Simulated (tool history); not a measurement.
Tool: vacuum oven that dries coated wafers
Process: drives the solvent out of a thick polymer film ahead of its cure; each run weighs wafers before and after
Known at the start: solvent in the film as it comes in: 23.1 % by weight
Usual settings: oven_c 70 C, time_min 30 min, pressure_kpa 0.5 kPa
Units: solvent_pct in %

{"run": 1, "hour": 0.0, "oven_c": 70, "time_min": 30, "pressure_kpa": 0.5, "solvent_pct": 3.28}
{"run": 2, "hour": 16.7, "oven_c": 70, "time_min": 30, "pressure_kpa": 0.5, "solvent_pct": 3.41}
{"run": 3, "hour": 41.3, "oven_c": 70, "time_min": 30, "pressure_kpa": 0.5, "solvent_pct": 3.33}
{"run": 4, "hour": 69.3, "oven_c": 70, "time_min": 30, "pressure_kpa": 0.5, "solvent_pct": 3.35}
{"run": 5, "hour": 101.2, "oven_c": 73, "time_min": 30, "pressure_kpa": 0.5, "solvent_pct": 2.5}
{"run": 6, "hour": 133.3, "oven_c": 73, "time_min": 30, "pressure_kpa": 0.5, "solvent_pct": 2.47}
{"run": 7, "hour": 149.8, "oven_c": 73, "time_min": 30, "pressure_kpa": 0.5, "solvent_pct": 2.44}
{"run": 8, "hour": 180.9, "oven_c": 73, "time_min": 30, "pressure_kpa": 0.5, "solvent_pct": 2.53}
{"run": 9, "hour": 205.0, "oven_c": 70, "time_min": 30, "pressure_kpa": 1.027, "solvent_pct": 3.59}
{"run": 10, "hour": 225.0, "oven_c": 70, "time_min": 30, "pressure_kpa": 1.393, "solvent_pct": 3.63}
{"run": 11, "hour": 248.6, "oven_c": 70, "time_min": 30, "pressure_kpa": 1.393, "solvent_pct": 3.73}
{"run": 12, "hour": 277.8, "oven_c": 70, "time_min": 30, "pressure_kpa": 1.393, "solvent_pct": 3.76}
{"run": 13, "hour": 291.7, "oven_c": 70, "time_min": 30, "pressure_kpa": 1.393, "solvent_pct": 3.74}
{"run": 14, "hour": 315.2, "oven_c": 70, "time_min": 30, "pressure_kpa": 1.393, "solvent_pct": 3.67}
{"run": 15, "hour": 343.8, "oven_c": 70, "time_min": 43, "pressure_kpa": 0.5, "solvent_pct": 1.74}
{"run": 16, "hour": 371.5, "oven_c": 61, "time_min": 30, "pressure_kpa": 0.5, "solvent_pct": 6.86}
{"run": 17, "hour": 402.0, "oven_c": 70, "time_min": 30, "pressure_kpa": 0.5, "solvent_pct": 3.39}
{"run": 18, "hour": 426.1, "oven_c": 70, "time_min": 30, "pressure_kpa": 0.5, "solvent_pct": 3.38}
{"run": 19, "hour": 441.2, "oven_c": 70, "time_min": 30, "pressure_kpa": 0.5, "solvent_pct": 3.46}
{"run": 20, "hour": 461.4, "oven_c": 70, "time_min": 30, "pressure_kpa": 0.5, "solvent_pct": 3.4}
{"run": 21, "hour": 488.3, "oven_c": 70, "time_min": 30, "pressure_kpa": 0.5, "solvent_pct": 3.43}
{"run": 22, "hour": 515.7, "oven_c": 70, "time_min": 30, "pressure_kpa": 0.5, "solvent_pct": 3.48}
{"run": 23, "hour": 532.3, "oven_c": 70, "time_min": 30, "pressure_kpa": 0.5, "solvent_pct": 3.47}
{"run": 24, "hour": 559.5, "oven_c": 70, "time_min": 30, "pressure_kpa": 0.5, "solvent_pct": 3.32}
{"run": 25, "hour": 580.8, "oven_c": 70, "time_min": 30, "pressure_kpa": 0.5, "solvent_pct": 3.5}
{"run": 26, "hour": 596.5, "oven_c": 70, "time_min": 30, "pressure_kpa": 0.5, "solvent_pct": 3.58}
{"run": 27, "hour": 626.1, "oven_c": 70, "time_min": 30, "pressure_kpa": 0.5, "solvent_pct": 3.54}
{"run": 28, "hour": 658.8, "oven_c": 70, "time_min": 30, "pressure_kpa": 0.5, "solvent_pct": 3.5}
{"run": 29, "hour": 683.9, "oven_c": 70, "time_min": 17, "pressure_kpa": 0.747, "solvent_pct": 7.27}
{"run": 30, "hour": 702.3, "oven_c": 70, "time_min": 44, "pressure_kpa": 0.747, "solvent_pct": 1.81}
{"run": 31, "hour": 726.2, "oven_c": 70, "time_min": 44, "pressure_kpa": 0.747, "solvent_pct": 1.82}
{"run": 32, "hour": 749.8, "oven_c": 80, "time_min": 41, "pressure_kpa": 0.5, "solvent_pct": 0.58}
{"run": 33, "hour": 770.8, "oven_c": 83, "time_min": 41, "pressure_kpa": 1.778, "solvent_pct": 0.61}
{"run": 34, "hour": 788.8, "oven_c": 60, "time_min": 40, "pressure_kpa": 1.778, "solvent_pct": 6.26}
{"run": 35, "hour": 804.5, "oven_c": 70, "time_min": 30, "pressure_kpa": 0.5, "solvent_pct": 3.51}
{"run": 36, "hour": 826.7, "oven_c": 66, "time_min": 30, "pressure_kpa": 0.5, "solvent_pct": 4.94}
{"run": 37, "hour": 844.7, "oven_c": 70, "time_min": 30, "pressure_kpa": 0.429, "solvent_pct": 3.57}
{"run": 38, "hour": 866.3, "oven_c": 68, "time_min": 35, "pressure_kpa": 0.486, "solvent_pct": 3.4}
{"run": 39, "hour": 888.4, "oven_c": 75, "time_min": 22, "pressure_kpa": 0.486, "solvent_pct": 3.75}
{"run": 40, "hour": 920.5, "oven_c": 75, "time_min": 22, "pressure_kpa": 0.486, "solvent_pct": 3.62}
{"run": 41, "hour": 935.0, "oven_c": 73, "time_min": 18, "pressure_kpa": 0.631, "solvent_pct": 5.72}
{"run": 42, "hour": 952.4, "oven_c": 57, "time_min": 22, "pressure_kpa": 0.253, "solvent_pct": 10.7}
{"run": 43, "hour": 968.8, "oven_c": 65, "time_min": 17, "pressure_kpa": 1.209, "solvent_pct": 9.29}
{"run": 44, "hour": 984.9, "oven_c": 65, "time_min": 17, "pressure_kpa": 1.209, "solvent_pct": 9.43}
{"run": 45, "hour": 1009.2, "oven_c": 72, "time_min": 27, "pressure_kpa": 1.383, "solvent_pct": 3.81}
{"run": 46, "hour": 1026.8, "oven_c": 82, "time_min": 27, "pressure_kpa": 0.532, "solvent_pct": 1.08}
{"run": 47, "hour": 1060.9, "oven_c": 70, "time_min": 30, "pressure_kpa": 0.532, "solvent_pct": 3.67}
{"run": 48, "hour": 1092.4, "oven_c": 70, "time_min": 36, "pressure_kpa": 0.848, "solvent_pct": 2.76}

3 ways to go on from here, each from the tool as it stands after run 48. What would each give?
{"run": "A", "hour": 1112.0, "oven_c": 70, "time_min": 30, "pressure_kpa": 0.42, "solvent_pct": "?"}
{"run": "B", "hour": 1112.0, "oven_c": 75, "time_min": 17, "pressure_kpa": 0.285, "solvent_pct": "?"}
{"run": "C", "hour": 1112.0, "oven_c": 64, "time_min": 32, "pressure_kpa": 0.284, "solvent_pct": "?"}

run=A solvent_pct=3.52
run=B solvent_pct=5.32
run=C solvent_pct=5.41
Without the tool's hidden state the same runs would have given:
run=A solvent_pct=2.98
run=B solvent_pct=4.75
run=C solvent_pct=4.76

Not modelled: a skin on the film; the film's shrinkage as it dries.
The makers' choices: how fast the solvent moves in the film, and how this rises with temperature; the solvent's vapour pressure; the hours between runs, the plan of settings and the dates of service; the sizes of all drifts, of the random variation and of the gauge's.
